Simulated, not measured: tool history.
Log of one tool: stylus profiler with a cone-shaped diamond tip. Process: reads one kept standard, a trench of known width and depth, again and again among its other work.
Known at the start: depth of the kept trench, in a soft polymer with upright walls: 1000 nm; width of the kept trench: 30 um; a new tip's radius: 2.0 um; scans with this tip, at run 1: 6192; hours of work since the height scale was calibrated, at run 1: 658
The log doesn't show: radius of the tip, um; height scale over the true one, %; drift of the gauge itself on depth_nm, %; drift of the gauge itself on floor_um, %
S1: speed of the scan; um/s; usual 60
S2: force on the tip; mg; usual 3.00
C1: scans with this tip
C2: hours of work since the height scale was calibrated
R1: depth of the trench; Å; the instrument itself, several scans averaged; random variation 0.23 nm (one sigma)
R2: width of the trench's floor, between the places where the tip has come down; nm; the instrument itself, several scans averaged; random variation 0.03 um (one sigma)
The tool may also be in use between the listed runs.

{"run": 1, "hour": 0.0, "S1": 60, "S2": 3.0, "C1": 6192, "C2": 658, "R1": 10172.9, "R2": 25700}
{"run": 2, "hour": 19.0, "S1": 64, "S2": 3.0, "C1": 6308, "C2": 671, "R1": 10172.1, "R2": 25690}
{"run": 3, "hour": 36.3, "S1": 80, "S2": 3.0, "C1": 6413, "C2": 682, "R1": 10177.3, "R2": 25560}
{"run": 4, "hour": 59.7, "S1": 60, "S2": 7.95, "C1": 6554, "C2": 697, "R1": 10314.3, "R2": 25740}
{"run": 5, "hour": 85.2, "S1": 19, "S2": 3.0, "C1": 6709, "C2": 713, "R1": 10176.9, "R2": 25900}
{"run": 6, "hour": 100.9, "S1": 19, "S2": 3.0, "C1": 6804, "C2": 723, "R1": 10176.2, "R2": 25840}
{"run": 7, "hour": 120.3, "S1": 19, "S2": 3.0, "C1": 6922, "C2": 736, "R1": 10178.9, "R2": 25800}
{"run": 8, "hour": 142.8, "S1": 19, "S2": 3.0, "C1": 7059, "C2": 750, "R1": 10177.9, "R2": 25770}
{"run": 9, "hour": 162.1, "S1": 19, "S2": 3.0, "C1": 7175, "C2": 763, "R1": 10178.3, "R2": 25830}
{"run": 10, "hour": 180.5, "S1": 19, "S2": 3.0, "C1": 7287, "C2": 775, "R1": 10181.5, "R2": 25800}
{"run": 11, "hour": 196.4, "S1": 15, "S2": 3.0, "C1": 7383, "C2": 785, "R1": 10176.8, "R2": 25760}
{"run": 12, "hour": 209.8, "S1": 60, "S2": 3.0, "C1": 7464, "C2": 794, "R1": 10180.5, "R2": 25640}
{"run": 13, "hour": 229.8, "S1": 60, "S2": 1.81, "C1": 7586, "C2": 807, "R1": 10132.0, "R2": 25490}
{"run": 14, "hour": 260.0, "S1": 60, "S2": 2.02, "C1": 7769, "C2": 826, "R1": 10145.2, "R2": 25490}
{"run": 15, "hour": 284.8, "S1": 25, "S2": 3.0, "C1": 7919, "C2": 842, "R1": 10178.1, "R2": 25710}
{"run": 16, "hour": 300.7, "S1": 60, "S2": 3.0, "C1": 8016, "C2": 852, "R1": 10181.3, "R2": 25540}
{"hour": 302.7, "done": "height scale calibrated on a step standard"}
{"run": 17, "hour": 325.1, "S1": 60, "S2": 3.0, "C1": 8161, "C2": 14, "R1": 10202.7, "R2": 25460}
{"run": 18, "hour": 342.9, "S1": 60, "S2": 3.0, "C1": 8268, "C2": 26, "R1": 10203.1, "R2": 25490}
{"hour": 369.5, "done": "height scale calibrated on a step standard, once more"}
{"run": 19, "hour": 371.3, "S1": 60, "S2": 3.0, "C1": 8438, "C2": 1, "R1": 10153.1, "R2": 25480}
{"run": 20, "hour": 385.0, "S1": 119, "S2": 1.88, "C1": 8521, "C2": 10, "R1": 10112.0, "R2": 24970}
{"run": 21, "hour": 401.6, "S1": 119, "S2": 1.88, "C1": 8621, "C2": 21, "R1": 10112.2, "R2": 25020}
{"run": 22, "hour": 431.2, "S1": 119, "S2": 1.88, "C1": 8801, "C2": 40, "R1": 10110.3, "R2": 25030}
{"run": 23, "hour": 444.3, "S1": 94, "S2": 3.04, "C1": 8880, "C2": 48, "R1": 10149.0, "R2": 25280}
{"run": 24, "hour": 469.6, "S1": 94, "S2": 3.04, "C1": 9033, "C2": 65, "R1": 10153.1, "R2": 25270}
{"run": 25, "hour": 498.3, "S1": 120, "S2": 4.98, "C1": 9207, "C2": 83, "R1": 10214.1, "R2": 25250}
{"run": 26, "hour": 523.9, "S1": 120, "S2": 4.98, "C1": 9363, "C2": 100, "R1": 10214.3, "R2": 25260}
{"run": 27, "hour": 552.8, "S1": 25, "S2": 1.13, "C1": 9538, "C2": 118, "R1": 10083.5, "R2": 25510}
{"run": 28, "hour": 569.7, "S1": 180, "S2": 3.0, "C1": 9640, "C2": 129, "R1": 10158.8, "R2": 24780}
{"run": 29, "hour": 592.0, "S1": 180, "S2": 3.0, "C1": 9776, "C2": 143, "R1": 10157.9, "R2": 24820}
{"run": 30, "hour": 606.6, "S1": 210, "S2": 4.04, "C1": 9864, "C2": 153, "R1": 10191.5, "R2": 24770}
{"run": 31, "hour": 619.9, "S1": 210, "S2": 1.29, "C1": 9945, "C2": 161, "R1": 10092.4, "R2": 24100}
{"run": 32, "hour": 640.5, "S1": 72, "S2": 1.79, "C1": 10070, "C2": 175, "R1": 10113.0, "R2": 25150}
{"run": 33, "hour": 664.8, "S1": 60, "S2": 3.15, "C1": 10217, "C2": 190, "R1": 10160.7, "R2": 25340}
{"run": 34, "hour": 682.6, "S1": 130, "S2": 3.0, "C1": 10325, "C2": 202, "R1": 10157.7, "R2": 24950}

How the hidden state differs across the entries between the runs, from the last listed run before each to the first after it:
Between runs 16 and 17: height scale calibrated on a step standard (hour 302.7)
  radius of the tip, um: 2.69 -> 2.7; height scale over the true one, %: 0.3 -> 0.513
  measured less the result without the state, R1: +30.5 -> +52.0 Å; R2: -720 -> -740 nm
Between runs 18 and 19: height scale calibrated on a step standard, once more (hour 369.5)
  radius of the tip, um: 2.71 -> 2.73; height scale over the true one, %: 0.517 -> -0.006
  measured less the result without the state, R1: +52.5 -> -0.5 Å; R2: -740 -> -750 nm

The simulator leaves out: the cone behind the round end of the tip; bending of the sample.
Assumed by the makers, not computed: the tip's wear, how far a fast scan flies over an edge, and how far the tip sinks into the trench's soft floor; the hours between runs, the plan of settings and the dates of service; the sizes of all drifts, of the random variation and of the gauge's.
